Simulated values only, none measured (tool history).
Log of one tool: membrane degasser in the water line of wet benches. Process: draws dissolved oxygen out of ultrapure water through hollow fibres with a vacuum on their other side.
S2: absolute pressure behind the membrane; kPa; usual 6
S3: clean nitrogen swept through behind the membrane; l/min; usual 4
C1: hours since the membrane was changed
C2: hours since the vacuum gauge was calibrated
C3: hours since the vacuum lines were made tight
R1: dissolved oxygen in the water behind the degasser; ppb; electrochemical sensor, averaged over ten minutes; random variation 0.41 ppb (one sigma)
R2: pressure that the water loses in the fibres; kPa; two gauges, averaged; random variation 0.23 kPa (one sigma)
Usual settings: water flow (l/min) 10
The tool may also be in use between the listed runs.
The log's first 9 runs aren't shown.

-- hour=1772.8 vacuum gauge calibrated
run 10 hour=2032 | water_flow_(l/min)=7 S2=6 S3=4 | C1=7952 C2=259 C3=5256 | R1=16.7 R2=43.72
run 11 hour=2369.5 | water_flow_(l/min)=7 S2=6 S3=4 | C1=8290 C2=597 C3=5593 | R1=16.8 R2=43.91
-- hour=2440.4 vacuum gauge calibrated, once more
run 12 hour=2571.1 | water_flow_(l/min)=7 S2=6 S3=4 | C1=8491 C2=131 C3=5794 | R1=15.3 R2=43.88
run 13 hour=2822.6 | water_flow_(l/min)=10 S2=6 S3=4 | C1=8742 C2=382 C3=6046 | R1=33.9 R2=62.48
run 14 hour=3082.5 | water_flow_(l/min)=10 S2=6 S3=4 | C1=9002 C2=642 C3=6306 | R1=33.7 R2=62.94
run 15 hour=3280.1 | water_flow_(l/min)=10 S2=6 S3=4 | C1=9200 C2=840 C3=6503 | R1=33.7 R2=63.01
run 16 hour=3522.7 | water_flow_(l/min)=10 S2=6 S3=4 | C1=9442 C2=1082 C3=6746 | R1=33.7 R2=62.73
run 17 hour=3828.5 | water_flow_(l/min)=9 S2=7.86 S3=4 | C1=9748 C2=1388 C3=7052 | R1=36.9 R2=57.43
-- hour=3954.2 seals of the vacuum lines changed
run 18 hour=4117.2 | water_flow_(l/min)=9 S2=7.86 S3=4 | C1=10035 C2=1675 C3=163 | R1=37.9 R2=56.37
run 19 hour=4351.7 | water_flow_(l/min)=8 S2=9.21 S3=4 | C1=10269 C2=1909 C3=397 | R1=36.6 R2=50.73
run 20 hour=4685.2 | water_flow_(l/min)=7 S2=5.71 S3=4 | C1=10603 C2=2243 C3=731 | R1=14.8 R2=44.59
run 21 hour=4866.4 | water_flow_(l/min)=7 S2=5.71 S3=4 | C1=10784 C2=2424 C3=912 | R1=15.1 R2=44.62
run 22 hour=5102.8 | water_flow_(l/min)=7 S2=5.71 S3=4 | C1=11021 C2=2660 C3=1149 | R1=15.3 R2=44.89
run 23 hour=5339.4 | water_flow_(l/min)=7 S2=5.71 S3=4 | C1=11257 C2=2897 C3=1385 | R1=14.9 R2=44.55
run 24 hour=5599.2 | water_flow_(l/min)=7 S2=5.71 S3=4 | C1=11517 C2=3157 C3=1645 | R1=15.4 R2=44.89
run 25 hour=5824.3 | water_flow_(l/min)=7 S2=5.71 S3=4 | C1=11742 C2=3382 C3=1870 | R1=16.2 R2=44.76
run 26 hour=6092.8 | water_flow_(l/min)=7 S2=5.71 S3=4 | C1=12011 C2=3650 C3=2139 | R1=15.8 R2=44.87
run 27 hour=6247.3 | water_flow_(l/min)=7 S2=5.71 S3=4 | C1=12165 C2=3805 C3=2293 | R1=15.4 R2=44.85
-- hour=6350 membrane cartridge changed
run 28 hour=6467.4 | water_flow_(l/min)=6 S2=5.31 S3=6.01 | C1=117 C2=4021 C3=2509 | R1=6.7 R2=35.17
run 29 hour=6805.7 | water_flow_(l/min)=13 S2=5.31 S3=3.27 | C1=456 C2=4359 C3=2848 | R1=53.9 R2=76.2
run 30 hour=7115.8 | water_flow_(l/min)=8 S2=13.07 S3=3.27 | C1=766 C2=4669 C3=3158 | R1=68.3 R2=46.99
run 31 hour=7281.8 | water_flow_(l/min)=8 S2=13.07 S3=3.27 | C1=932 C2=4835 C3=3324 | R1=66.5 R2=47.58

Forecast each of these 4 alternatives for the next run:
run A hour=7505.2 | water_flow_(l/min)=6 S2=13.07 S3=3.01 | C1=1155 C2=5059 C3=3547 | R1=? R2=?
run B hour=7505.2 | water_flow_(l/min)=8 S2=11.35 S3=7.38 | C1=1155 C2=5059 C3=3547 | R1=? R2=?
run C hour=7505.2 | water_flow_(l/min)=9 S2=5.29 S3=1.85 | C1=1155 C2=5059 C3=3547 | R1=? R2=?
run D hour=7505.2 | water_flow_(l/min)=8 S2=7.4 S3=2.24 | C1=1155 C2=5059 C3=3547 | R1=? R2=?

run=A R1=54 R2=35.56
run=B R1=28.1 R2=47.4
run=C R1=36.3 R2=53.33
run=D R1=45.4 R2=47.4
Without the tool's hidden state the same runs would have given:
run=A R1=49.6 R2=35.27
run=B R1=26 R2=47.02
run=C R1=30.8 R2=52.9
run=D R1=40.6 R2=47.02
